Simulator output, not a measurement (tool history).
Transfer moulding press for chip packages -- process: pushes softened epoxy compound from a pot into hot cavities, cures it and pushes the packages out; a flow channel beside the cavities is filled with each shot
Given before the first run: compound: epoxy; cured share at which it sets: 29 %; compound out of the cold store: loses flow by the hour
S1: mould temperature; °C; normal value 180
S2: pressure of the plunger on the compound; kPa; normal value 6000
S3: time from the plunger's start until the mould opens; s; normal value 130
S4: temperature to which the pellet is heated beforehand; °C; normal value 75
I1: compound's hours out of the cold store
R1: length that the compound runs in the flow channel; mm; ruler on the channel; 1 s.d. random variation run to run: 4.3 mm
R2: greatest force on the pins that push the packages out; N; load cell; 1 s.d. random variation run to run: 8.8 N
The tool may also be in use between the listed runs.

{"run": 1, "hour": 0.0, "S1": 180, "S2": 6000, "S3": 130, "S4": 75, "I1": 26.5, "R1": 743, "R2": 465}
{"hour": 39.2, "done": "plunger's sealing rings changed"}
{"run": 2, "hour": 85.5, "S1": 180, "S2": 6000, "S3": 130, "S4": 75, "I1": 25.1, "R1": 777, "R2": 566}
{"hour": 110.5, "done": "cavities cleaned with cleaning compound and waxed"}
{"run": 3, "hour": 134.4, "S1": 180, "S2": 6000, "S3": 130, "S4": 74, "I1": 19.9, "R1": 800, "R2": 680}
{"run": 4, "hour": 170.7, "S1": 180, "S2": 6000, "S3": 140, "S4": 75, "I1": 16.8, "R1": 806, "R2": 605}
{"run": 5, "hour": 209.6, "S1": 180, "S2": 6000, "S3": 130, "S4": 75, "I1": 16.6, "R1": 808, "R2": 679}
{"hour": 248.1, "done": "cavities cleaned with cleaning compound and waxed"}
{"run": 6, "hour": 249.2, "S1": 180, "S2": 6000, "S3": 130, "S4": 75, "I1": 43.3, "R1": 693, "R2": 412}
{"hour": 304.8, "done": "cavities cleaned with cleaning compound and waxed, once more"}
{"run": 7, "hour": 310.7, "S1": 180, "S2": 6000, "S3": 130, "S4": 75, "I1": 11.6, "R1": 811, "R2": 422}
{"run": 8, "hour": 381.4, "S1": 180, "S2": 6000, "S3": 130, "S4": 75, "I1": 34.9, "R1": 709, "R2": 546}
{"hour": 411.4, "done": "plunger's sealing rings changed"}
{"hour": 448.5, "done": "cavities cleaned with cleaning compound and waxed"}
{"run": 9, "hour": 453.4, "S1": 180, "S2": 6000, "S3": 130, "S4": 75, "I1": 22.0, "R1": 789, "R2": 431}
{"hour": 459.7, "done": "mould's thermocouples calibrated"}
{"run": 10, "hour": 504.3, "S1": 180, "S2": 6000, "S3": 130, "S4": 75, "I1": 17.7, "R1": 810, "R2": 525}
{"run": 11, "hour": 577.6, "S1": 182, "S2": 6000, "S3": 130, "S4": 70, "I1": 34.0, "R1": 721, "R2": 531}
{"hour": 587.1, "done": "cavities cleaned with cleaning compound and waxed"}
{"run": 12, "hour": 632.7, "S1": 180, "S2": 6000, "S3": 159, "S4": 75, "I1": 10.3, "R1": 833, "R2": 440}
{"run": 13, "hour": 672.7, "S1": 176, "S2": 6000, "S3": 121, "S4": 75, "I1": 18.9, "R1": 802, "R2": 822}
{"hour": 724.6, "done": "cavities cleaned with cleaning compound and waxed"}
{"run": 14, "hour": 733.5, "S1": 177, "S2": 6170, "S3": 123, "S4": 79, "I1": 44.3, "R1": 699, "R2": 527}
{"hour": 786.6, "done": "plunger's sealing rings changed"}
{"run": 15, "hour": 814.3, "S1": 177, "S2": 6170, "S3": 123, "S4": 79, "I1": 30.4, "R1": 786, "R2": 731}
{"hour": 867.7, "done": "cavities cleaned with cleaning compound and waxed"}
{"run": 16, "hour": 891.7, "S1": 176, "S2": 7270, "S3": 120, "S4": 79, "I1": 8.1, "R1": 966, "R2": 755}
{"run": 17, "hour": 935.8, "S1": 176, "S2": 7270, "S3": 120, "S4": 79, "I1": 47.1, "R1": 768, "R2": 767}
{"hour": 1007.3, "done": "cavities cleaned with cleaning compound and waxed"}
{"run": 18, "hour": 1009.9, "S1": 180, "S2": 5320, "S3": 130, "S4": 73, "I1": 37.4, "R1": 671, "R2": 400}
{"run": 19, "hour": 1095.7, "S1": 187, "S2": 6000, "S3": 130, "S4": 75, "I1": 23.0, "R1": 741, "R2": 473}

5 ways to go on from here, each from the tool as it stands after run 19. What would each give?
{"hour": 1145.7, "done": "cavities cleaned with cleaning compound and waxed"}
{"run": "A", "hour": 1149.7, "S1": 180, "S2": 6000, "S3": 130, "S4": 74, "I1": 28.0, "R1": "?", "R2": "?"}
{"hour": 1145.7, "done": "cavities cleaned with cleaning compound and waxed"}
{"run": "B", "hour": 1149.7, "S1": 180, "S2": 4900, "S3": 162, "S4": 66, "I1": 20.6, "R1": "?", "R2": "?"}
{"hour": 1145.7, "done": "cavities cleaned with cleaning compound and waxed"}
{"run": "C", "hour": 1149.7, "S1": 183, "S2": 4660, "S3": 130, "S4": 75, "I1": 28.2, "R1": "?", "R2": "?"}
{"hour": 1145.7, "done": "cavities cleaned with cleaning compound and waxed"}
{"run": "D", "hour": 1149.7, "S1": 187, "S2": 5580, "S3": 130, "S4": 75, "I1": 40.9, "R1": "?", "R2": "?"}
{"hour": 1145.7, "done": "cavities cleaned with cleaning compound and waxed"}
{"run": "E", "hour": 1149.7, "S1": 187, "S2": 4550, "S3": 130, "S4": 75, "I1": 19.8, "R1": "?", "R2": "?"}

run=A R1=740 R2=439
run=B R1=689 R2=355
run=C R1=638 R2=392
run=D R1=643 R2=352
run=E R1=654 R2=347
With no hidden state in the tool, these same runs would have given:
run=A R1=773 R2=403
run=B R1=720 R2=335
run=C R1=667 R2=365
run=D R1=672 R2=334
run=E R1=684 R2=328
